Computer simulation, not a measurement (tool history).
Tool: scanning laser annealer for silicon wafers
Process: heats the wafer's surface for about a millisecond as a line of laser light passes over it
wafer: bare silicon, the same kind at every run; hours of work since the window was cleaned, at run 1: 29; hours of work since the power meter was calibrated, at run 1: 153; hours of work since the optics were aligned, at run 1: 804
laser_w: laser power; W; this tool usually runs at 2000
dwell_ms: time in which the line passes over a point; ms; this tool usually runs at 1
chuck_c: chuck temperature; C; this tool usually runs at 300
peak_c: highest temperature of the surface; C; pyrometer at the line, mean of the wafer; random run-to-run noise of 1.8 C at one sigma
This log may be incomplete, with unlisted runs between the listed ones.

run   hour  laser_w  dwell_ms  chuck_c  hours of work since the window was cleaned  hours of work since the power meter was calibrated  hours of work since the optics were aligned  peak_c
  1      0     2000         1      300                                          29                                                 153                                          804    1000
  2   14.5     2000         1      300                                          37                                                 161                                          812    1000
  3   27.3     2000         1      300                                          45                                                 168                                          819     998
  4   39.6     2000         1      300                                          52                                                 175                                          826    1000
  5   52.5     2000         1      300                                          59                                                 182                                          833     997
  6   64.2     2000         1      291                                          65                                                 189                                          840     989
  7   78.8     2000         1      291                                          73                                                 197                                          848     989
  8   89.7     2000         1      300                                          80                                                 203                                          854     996
  9  100.5     2000         1      275                                          86                                                 209                                          860     971
 10    109     2000         1      275                                          90                                                 214                                          865     972
     114.6  -- optics aligned, line set to its width
 11  127.8     2000         1      275                                          98                                                 221                                            7     966
 12  139.4     1746         1      263                                         105                                                 228                                           14     855
 13  153.6     1881      0.72      263                                         112                                                 236                                           22     807
     159.9  -- optics aligned, line set to its width, once more
 14  165.1     1881      0.72      263                                         116                                                 240                                            3     816
 15  175.3     1871      0.98      300                                         122                                                 245                                            9     941
 16  184.1     1871      0.98      300                                         127                                                 250                                           14     942
 17  197.9     2000         1      309                                         134                                                 258                                           21    1006
 18  211.4     2000         1      309                                         142                                                 265                                           29    1005
 19  223.8     2000         1      309                                         149                                                 272                                           36    1003
 20  237.4     2000         1      309                                         156                                                 280                                           43    1002
 21    251     2118         1      331                                         164                                                 288                                           51    1071

What differs in the tool's unlogged condition from the final listed run ahead of each entry between runs to the first listed run following it?
Runs 10 to 11: optics aligned, line set to its width (hour 114.6)
  light that passes the window, % of a clean one's: 98.9 -> 98.81; width of the line over the set one, %: 1.31 -> 1.97
  measured value less the no-hidden-state value, peak_c: -13 -> -17 C
Runs 13 to 14: optics aligned, line set to its width, once more (hour 159.9)
  light that passes the window, % of a clean one's: 98.66 -> 98.62; width of the line over the set one, %: 1.99 -> 0.18
  measured value less the no-hidden-state value, peak_c: -14 -> -9 C

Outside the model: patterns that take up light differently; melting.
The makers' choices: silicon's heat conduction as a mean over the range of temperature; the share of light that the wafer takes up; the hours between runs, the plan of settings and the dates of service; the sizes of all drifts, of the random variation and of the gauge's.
